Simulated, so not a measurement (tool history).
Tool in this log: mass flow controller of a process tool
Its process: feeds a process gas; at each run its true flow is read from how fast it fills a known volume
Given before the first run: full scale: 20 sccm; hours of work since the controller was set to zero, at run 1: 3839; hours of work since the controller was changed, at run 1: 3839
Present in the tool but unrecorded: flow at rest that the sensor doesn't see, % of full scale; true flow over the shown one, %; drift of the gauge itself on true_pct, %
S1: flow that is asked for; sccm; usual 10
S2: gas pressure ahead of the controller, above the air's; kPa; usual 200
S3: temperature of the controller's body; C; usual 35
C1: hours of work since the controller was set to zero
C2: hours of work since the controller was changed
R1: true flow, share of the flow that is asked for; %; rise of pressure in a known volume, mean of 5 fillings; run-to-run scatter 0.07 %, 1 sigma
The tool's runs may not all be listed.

run,hour,S1,S2,S3,C1,C2,R1
1,0,10,200,35,3839,3839,95.87
2,156.1,10,200,35,3959,3959,95.96
3,295.2,5,200,35,4066,4066,94.56
4,560.8,5,200,35,4271,4271,94.39
5,856,5,200,35,4498,4498,94.17
6,1081.5,10,168,35,4671,4671,95.82
7,1368,10,239,35,4892,4892,95.09
8,1572.3,10,239,35,5049,5049,94.95
9,1832.3,10,157,35,5250,5250,95.57
10,1985,10,200,36,5367,5367,94.96
11,2187.7,10,200,36,5523,5523,94.93
12,2346.2,10,200,36,5645,5645,94.85
13,2524.6,13,177,29,5783,5783,96.22
14,2756.4,4,163,22,5961,5961,94.03
# hour 2949.8: controller exchanged for a calibrated one
15,2996.2,4,163,22,36,36,98.59

Predict the results of run 16:
16,3192.2,4,163,22,187,187,?

Run 16 came out at R1 98.58 %.
Without the tool's hidden state the same run would have given R1 98.6 %.
